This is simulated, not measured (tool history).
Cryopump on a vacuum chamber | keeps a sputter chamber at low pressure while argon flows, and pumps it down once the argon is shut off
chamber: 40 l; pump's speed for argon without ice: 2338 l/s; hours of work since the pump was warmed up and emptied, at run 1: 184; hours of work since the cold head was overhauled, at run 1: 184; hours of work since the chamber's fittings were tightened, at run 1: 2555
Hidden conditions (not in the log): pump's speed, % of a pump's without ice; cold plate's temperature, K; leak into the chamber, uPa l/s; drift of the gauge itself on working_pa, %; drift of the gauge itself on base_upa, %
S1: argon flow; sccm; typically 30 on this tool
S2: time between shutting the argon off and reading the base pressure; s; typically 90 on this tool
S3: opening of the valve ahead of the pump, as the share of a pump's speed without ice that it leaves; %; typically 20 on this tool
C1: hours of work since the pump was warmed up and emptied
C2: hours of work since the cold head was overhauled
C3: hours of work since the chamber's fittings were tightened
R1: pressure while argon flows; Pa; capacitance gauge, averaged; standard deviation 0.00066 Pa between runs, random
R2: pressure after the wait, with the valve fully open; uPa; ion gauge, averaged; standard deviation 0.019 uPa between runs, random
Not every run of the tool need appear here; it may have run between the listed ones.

run   hour  S1   S2  S3   C1   C2    C3      R1    R2
  1    0.0  30   90  20  184  184  2555  0.1112  0.75
  2   11.7  30   90  20  193  193  2565  0.1120  0.73
  3   23.8  30  137  20  203  203  2575  0.1124  0.58
  4   33.8  30  137  20  212  212  2583  0.1133  0.56
  5   40.4  30  230  20  217  217  2589  0.1122  0.48
  6   54.2  30   90  20  229  229  2600  0.1134  0.73
  7   68.7  30   90  46  241  241  2612  0.0514  0.74
  8   80.0  30   90  46  250  250  2621  0.0526  0.75
  9   95.1  30   90  46  262  262  2634  0.0521  0.72
 10  109.4  58   90  20  274  274  2646  0.2211  0.74
 11  119.9  58   90  20  283  283  2654  0.2227  0.73
 12  126.8  57  152  25  289  289  2660  0.1755  0.57
 13  139.8  39   90  20  299  299  2671  0.1511  0.78
 14  150.7  30   23  20  308  308  2680  0.1148  1.95
 15  164.2  12   90  20  320  320  2691  0.0463  0.75
 16  175.1  12   90  21  329  329  2700  0.0447  0.73
 17  190.2  30   90  48  341  341  2713  0.0533  0.76
 18  202.9  30  261  20  352  352  2723  0.1172  0.50
 19  217.0  30  261  20  363  363  2735  0.1177  0.49
 20  225.7  41  261  19  370  370  2742  0.1686  0.50
 21  238.4  20   23  44  381  381  2752  0.0390  2.00

For each run, the measured value with the value that run would have given without the tool's hidden condition subtracted. The run-to-run variation is shared by both, the gauge scatter possibly not:
run       R1     R2
  1  +0.0038  +0.17
  2  +0.0040  +0.17
  3  +0.0042  +0.17
  4  +0.0044  +0.17
  5  +0.0045  +0.18
  6  +0.0049  +0.18
  7  +0.0052  +0.19
  8  +0.0053  +0.19
  9  +0.0056  +0.19
 10  +0.0114  +0.19
 11  +0.0121  +0.21
 12  +0.0119  +0.20
 13  +0.0086  +0.21
 14  +0.0069  +0.21
 15  +0.0028  +0.21
 16  +0.0030  +0.22
 17  +0.0079  +0.22
 18  +0.0082  +0.23
 19  +0.0086  +0.23
 20  +0.0120  +0.23
 21  +0.0060  +0.24
